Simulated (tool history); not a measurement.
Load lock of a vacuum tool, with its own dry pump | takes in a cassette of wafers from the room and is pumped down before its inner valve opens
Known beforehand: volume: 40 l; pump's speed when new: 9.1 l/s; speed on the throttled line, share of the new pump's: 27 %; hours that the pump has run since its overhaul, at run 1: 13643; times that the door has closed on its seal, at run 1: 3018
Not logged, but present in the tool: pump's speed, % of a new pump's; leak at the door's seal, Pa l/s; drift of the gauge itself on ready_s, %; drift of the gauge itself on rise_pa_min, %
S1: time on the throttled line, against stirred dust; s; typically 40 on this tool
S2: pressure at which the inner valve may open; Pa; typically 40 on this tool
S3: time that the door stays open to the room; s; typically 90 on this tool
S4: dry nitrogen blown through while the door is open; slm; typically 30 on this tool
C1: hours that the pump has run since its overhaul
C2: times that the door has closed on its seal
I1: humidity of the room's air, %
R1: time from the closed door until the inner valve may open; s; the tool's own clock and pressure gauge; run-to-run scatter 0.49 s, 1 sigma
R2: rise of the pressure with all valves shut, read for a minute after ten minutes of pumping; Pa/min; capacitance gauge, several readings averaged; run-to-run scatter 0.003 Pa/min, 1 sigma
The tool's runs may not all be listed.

run 1 hour=0 | S1=40 S2=40 S3=90 S4=30 | C1=13643 C2=3018 | I1=43.3 | R1=68 R2=0.034
run 2 hour=145.4 | S1=40 S2=40 S3=90 S4=30 | C1=13788 C2=3470 | I1=42.8 | R1=68.1 R2=0.032
run 3 hour=298.3 | S1=40 S2=40 S3=90 S4=30 | C1=13941 C2=3945 | I1=46.8 | R1=68.1 R2=0.03
run 4 hour=430.7 | S1=40 S2=40 S3=90 S4=30 | C1=14073 C2=4356 | I1=44.1 | R1=68.3 R2=0.034
run 5 hour=557.9 | S1=40 S2=40 S3=90 S4=30 | C1=14201 C2=4751 | I1=44.7 | R1=67.9 R2=0.04
run 6 hour=712.8 | S1=40 S2=40 S3=90 S4=30 | C1=14356 C2=5233 | I1=46.2 | R1=68.3 R2=0.035
run 7 hour=836.8 | S1=40 S2=40 S3=225 S4=30 | C1=14480 C2=5618 | I1=46.2 | R1=68.1 R2=0.054
run 8 hour=955.5 | S1=40 S2=40 S3=101 S4=30 | C1=14598 C2=5987 | I1=41.8 | R1=68.1 R2=0.035
run 9 hour=1049.3 | S1=40 S2=40 S3=101 S4=30 | C1=14692 C2=6278 | I1=45.9 | R1=67.4 R2=0.032
run 10 hour=1170 | S1=40 S2=40 S3=90 S4=6 | C1=14813 C2=6653 | I1=43.8 | R1=67.8 R2=0.057
run 11 hour=1247.2 | S1=40 S2=40 S3=90 S4=6 | C1=14890 C2=6893 | I1=47.5 | R1=67.7 R2=0.059
run 12 hour=1353.1 | S1=40 S2=40 S3=90 S4=6 | C1=14996 C2=7222 | I1=44.3 | R1=67.7 R2=0.056
run 13 hour=1485.1 | S1=40 S2=40 S3=90 S4=6 | C1=15128 C2=7632 | I1=46.1 | R1=68.7 R2=0.058
run 14 hour=1633.4 | S1=40 S2=40 S3=90 S4=6 | C1=15276 C2=8093 | I1=48 | R1=68.7 R2=0.065
run 15 hour=1754.9 | S1=40 S2=40 S3=90 S4=6 | C1=15398 C2=8470 | I1=45.4 | R1=67.8 R2=0.06
run 16 hour=1914.9 | S1=40 S2=40 S3=90 S4=6 | C1=15558 C2=8967 | I1=44.8 | R1=68.3 R2=0.058
run 17 hour=2068.9 | S1=32 S2=76 S3=55 S4=6 | C1=15712 C2=9445 | I1=47.5 | R1=59.3 R2=0.053

What does the tool deliver on the next run?
run 18 hour=2176.3 | S1=32 S2=57 S3=55 S4=4 | C1=15819 C2=9779 | I1=46.8 | R1=? R2=?

R1: 61.8 s
R2: 0.05 Pa/min
Had the tool carried no hidden state, the very same run would have given R1 57.1 s, R2 0.036 Pa/min.
